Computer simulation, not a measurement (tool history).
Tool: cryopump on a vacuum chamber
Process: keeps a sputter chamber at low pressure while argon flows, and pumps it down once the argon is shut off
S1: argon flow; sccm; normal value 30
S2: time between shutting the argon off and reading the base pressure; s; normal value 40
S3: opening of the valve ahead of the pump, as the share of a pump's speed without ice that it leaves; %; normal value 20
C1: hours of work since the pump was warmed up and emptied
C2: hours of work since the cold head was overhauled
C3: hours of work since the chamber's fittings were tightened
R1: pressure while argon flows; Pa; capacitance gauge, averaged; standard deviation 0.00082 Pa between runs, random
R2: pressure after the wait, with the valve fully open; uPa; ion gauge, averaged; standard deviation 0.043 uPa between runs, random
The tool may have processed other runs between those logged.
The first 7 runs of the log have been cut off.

run 8 day=16.154 | S1=30 S2=40 S3=20 | C1=233 C2=2013 C3=116 | R1=0.1684 R2=2.64
run 9 day=18.142 | S1=30 S2=40 S3=20 | C1=272 C2=2051 C3=155 | R1=0.1684 R2=2.62
run 10 day=19.938 | S1=30 S2=40 S3=20 | C1=306 C2=2086 C3=189 | R1=0.1701 R2=2.74
run 11 day=22.517 | S1=30 S2=40 S3=20 | C1=356 C2=2136 C3=239 | R1=0.1697 R2=2.68
run 12 day=25.500 | S1=30 S2=40 S3=20 | C1=414 C2=2194 C3=297 | R1=0.1708 R2=2.74
run 13 day=29.283 | S1=30 S2=208 S3=20 | C1=487 C2=2267 C3=370 | R1=0.1718 R2=1.01
run 14 day=32.346 | S1=30 S2=40 S3=20 | C1=547 C2=2326 C3=430 | R1=0.1736 R2=2.86
-- day=33.683 pump warmed up, emptied and cooled again
run 15 day=36.121 | S1=33 S2=40 S3=20 | C1=47 C2=2395 C3=499 | R1=0.1822 R2=2.83
run 16 day=38.188 | S1=33 S2=40 S3=20 | C1=87 C2=2435 C3=539 | R1=0.1832 R2=2.78
run 17 day=41.812 | S1=33 S2=40 S3=20 | C1=157 C2=2505 C3=609 | R1=0.1825 R2=2.93
run 18 day=45.442 | S1=33 S2=40 S3=20 | C1=227 C2=2575 C3=679 | R1=0.1841 R2=2.87
run 19 day=48.762 | S1=33 S2=40 S3=20 | C1=292 C2=2640 C3=743 | R1=0.1853 R2=3.07
run 20 day=52.096 | S1=33 S2=40 S3=20 | C1=356 C2=2704 C3=808 | R1=0.1867 R2=3.02
run 21 day=54.733 | S1=24 S2=40 S3=30 | C1=407 C2=2755 C3=859 | R1=0.0936 R2=3.11
run 22 day=56.462 | S1=24 S2=40 S3=30 | C1=441 C2=2789 C3=892 | R1=0.0943 R2=3.16
run 23 day=58.408 | S1=50 S2=40 S3=44 | C1=478 C2=2826 C3=930 | R1=0.1409 R2=3.17

The next listed run, before its measurement:
run 24 day=61.375 | S1=20 S2=56 S3=16 | C1=536 C2=2884 C3=987 | R1=? R2=?

R1: 0.1439 Pa
R2: 2.58 uPa
Had the tool carried no hidden state, the very same run would have given R1 0.1366 Pa, R2 1.87 uPa.
